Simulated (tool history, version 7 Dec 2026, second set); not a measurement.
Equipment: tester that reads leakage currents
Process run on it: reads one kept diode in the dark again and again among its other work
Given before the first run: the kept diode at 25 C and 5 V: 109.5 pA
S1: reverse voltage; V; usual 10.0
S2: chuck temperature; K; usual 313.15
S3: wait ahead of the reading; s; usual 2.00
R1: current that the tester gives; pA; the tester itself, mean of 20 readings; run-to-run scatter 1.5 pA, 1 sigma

run	hour	S1	S2	S3	R1
1	0.0	10.0	313.15	2.00	421.74
2	83.2	10.0	313.15	2.00	416.74
3	157.3	10.0	313.15	2.00	415.86
4	226.7	10.0	313.15	2.00	415.60
5	317.9	10.0	313.15	2.00	411.03
# hour 346.9: chuck's temperature calibrated
6	416.2	10.0	313.15	2.00	489.48
7	497.9	10.0	313.15	2.00	489.35
8	575.2	10.0	313.15	0.56	490.23
9	670.1	9.9	313.15	2.00	481.53
10	771.3	9.9	305.15	2.00	253.33
11	881.3	10.0	313.15	2.00	481.26
12	959.7	10.0	330.15	2.00	1676.41
13	1062.5	10.0	330.15	2.00	1662.44
14	1177.2	8.3	313.15	0.33	439.40
15	1264.6	10.0	313.15	0.45	467.86
16	1384.7	10.0	313.15	0.45	469.38
17	1465.0	10.0	298.15	2.00	135.47
18	1574.6	10.0	298.15	2.00	136.27
19	1684.4	6.1	329.15	3.00	1206.29
20	1809.2	6.1	329.15	3.00	1195.76
21	1941.8	6.1	329.15	3.00	1186.92
22	2072.9	9.9	313.15	2.44	442.78
23	2164.1	7.0	313.15	2.44	380.39
24	2295.5	15.1	313.15	2.21	526.77

Branching from run 24: 4 alternative next runs. What would each branch give?
# hour 2319.6: tester calibrated
A	2421.8	1.0	293.15	0.95	?
# hour 2319.6: tester calibrated
B	2421.8	1.1	313.15	2.21	?
# hour 2319.6: tester calibrated
C	2421.8	12.3	313.15	1.97	?
# hour 2319.6: tester calibrated
D	2421.8	15.1	296.15	2.21	?

run	R1
A	30.63
B	168.54
C	487.86
D	134.08
What these runs would have given with no unlogged condition in the tool:
run	R1
A	35.23
B	191.78
C	552.49
D	150.70

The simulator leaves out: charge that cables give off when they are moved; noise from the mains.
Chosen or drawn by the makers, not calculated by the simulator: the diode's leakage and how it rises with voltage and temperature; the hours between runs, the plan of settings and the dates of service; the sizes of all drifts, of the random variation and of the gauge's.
